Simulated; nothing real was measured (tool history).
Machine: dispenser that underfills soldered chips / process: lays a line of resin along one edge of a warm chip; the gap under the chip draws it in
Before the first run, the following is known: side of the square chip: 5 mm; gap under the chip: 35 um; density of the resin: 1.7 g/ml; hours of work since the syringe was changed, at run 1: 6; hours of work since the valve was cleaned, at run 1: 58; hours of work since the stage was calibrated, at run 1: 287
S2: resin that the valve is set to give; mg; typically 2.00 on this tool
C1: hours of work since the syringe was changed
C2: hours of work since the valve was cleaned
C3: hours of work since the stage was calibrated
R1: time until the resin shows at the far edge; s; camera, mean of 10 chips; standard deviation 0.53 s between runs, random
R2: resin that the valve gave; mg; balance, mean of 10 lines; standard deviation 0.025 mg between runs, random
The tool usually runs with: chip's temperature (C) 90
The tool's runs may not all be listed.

Run 1, day 0.000: usual settings; C1 6; C2 58; C3 287. Result: R1 69.7 s, R2 1.91 mg.
At day 0.288: new syringe of resin.
Run 2, day 0.325: usual settings but S2 2.07 mg; C1 1; C2 63; C3 291. Result: R1 49.7 s, R2 1.98 mg.
Run 3, day 0.704: usual settings but S2 2.07 mg; C1 6; C2 68; C3 297. Result: R1 71.1 s, R2 2.00 mg.
At day 0.946: new syringe of resin.
Run 4, day 1.217: usual settings but S2 1.85 mg; C1 4; C2 76; C3 305. Result: R1 64.5 s, R2 1.75 mg.
At day 1.625: new syringe of resin.
Run 5, day 1.775: usual settings; C1 2; C2 84; C3 313. Result: R1 56.0 s, R2 1.90 mg.
At day 2.304: new syringe of resin.
Run 6, day 2.354: usual settings but S2 2.47 mg; C1 1; C2 93; C3 322. Result: R1 50.2 s, R2 2.30 mg.
Run 7, day 2.588: usual settings but S2 2.47 mg; C1 4; C2 97; C3 326. Result: R1 61.2 s, R2 2.34 mg.
Run 8, day 2.871: usual settings but chip's temperature (C) 96; C1 9; C2 101; C3 330. Result: R1 61.8 s, R2 1.80 mg.
At day 2.971: new syringe of resin.
Run 9, day 3.404: usual settings but chip's temperature (C) 96; C1 7; C2 109; C3 338. Result: R1 57.0 s, R2 1.84 mg.
At day 3.646: new syringe of resin.
Run 10, day 3.900: usual settings but chip's temperature (C) 102, S2 2.48 mg; C1 4; C2 117; C3 345. Result: R1 34.1 s, R2 2.30 mg.

Forecast run 11:
Run 11, day 4.242: usual settings but chip's temperature (C) 100, S2 1.74 mg; C1 9; C2 122; C3 351. Result: R1 ?, R2 ?.

{"run 11": {"R1": 56.1, "R2": 1.61}}
With no hidden state in the tool, this same run would have given R1 28.2 s, R2 1.77 mg.

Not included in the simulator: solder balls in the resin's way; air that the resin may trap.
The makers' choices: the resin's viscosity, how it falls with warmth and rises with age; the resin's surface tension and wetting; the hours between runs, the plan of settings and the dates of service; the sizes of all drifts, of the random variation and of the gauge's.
